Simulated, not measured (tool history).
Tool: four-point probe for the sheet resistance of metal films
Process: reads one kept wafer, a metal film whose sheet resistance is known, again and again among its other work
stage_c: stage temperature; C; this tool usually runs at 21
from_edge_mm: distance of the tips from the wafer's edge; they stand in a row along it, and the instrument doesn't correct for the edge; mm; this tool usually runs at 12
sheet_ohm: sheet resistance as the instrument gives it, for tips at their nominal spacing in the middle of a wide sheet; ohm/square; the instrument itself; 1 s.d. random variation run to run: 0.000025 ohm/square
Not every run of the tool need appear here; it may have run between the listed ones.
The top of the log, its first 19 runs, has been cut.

run	day	stage_c	from_edge_mm	touches since the probe head was changed	hours of work since the stage's thermometer was calibrated	sheet_ohm
20	61.929	21	12	32957	697	0.123688
21	64.642	21	12	34975	736	0.123685
22	67.396	21	12	37023	776	0.123701
23	69.429	21	12	38535	805	0.123668
24	72.462	21	12	40793	849	0.123686
25	74.371	21	12	42211	877	0.123672
26	76.533	29	3	43821	908	0.126274
27	80.271	29	29	46602	962	0.124505
28	82.917	30	22	48571	1000	0.124584
29	87.104	30	22	51683	1060	0.124608
30	91.212	30	3	54740	1120	0.126401
31	93.408	30	3	56374	1151	0.126432
32	96.779	34	5	58883	1200	0.125614
33	100.4	28	19	61575	1252	0.124395
34	102.204	25	60	62918	1278	0.124014
35	105.883	23	12	65654	1331	0.123856
36	109.488	23	12	68337	1383	0.123889
37	113.6	21	18	71395	1443	0.123631
# day 115.133: stage's thermometer calibrated
38	116.362	34	7	73435	18	0.125353
39	120.038	21	13	76168	71	0.123713
40	123.2	19	14	78523	116	0.123474
41	126.4	20	6	80902	163	0.123939
42	130.558	20	6	83995	222	0.123889
43	133.612	20	25	86267	267	0.123528
44	137.079	20	25	88848	317	0.123493

Here are 5 independent what-if runs from the current tool condition. What would each one return?
A	140.808	19	7	91622	370	?
B	140.808	22	12	91622	370	?
C	140.808	19	8	91622	370	?
D	140.808	32	6	91622	370	?
E	140.808	32	4	91622	370	?

run	sheet_ohm
A	0.123659
B	0.123835
C	0.12358
D	0.125205
E	0.125791
Without the tool's hidden state the same runs would have given:
run	sheet_ohm
A	0.123668
B	0.123843
C	0.123588
D	0.125213
E	0.125799
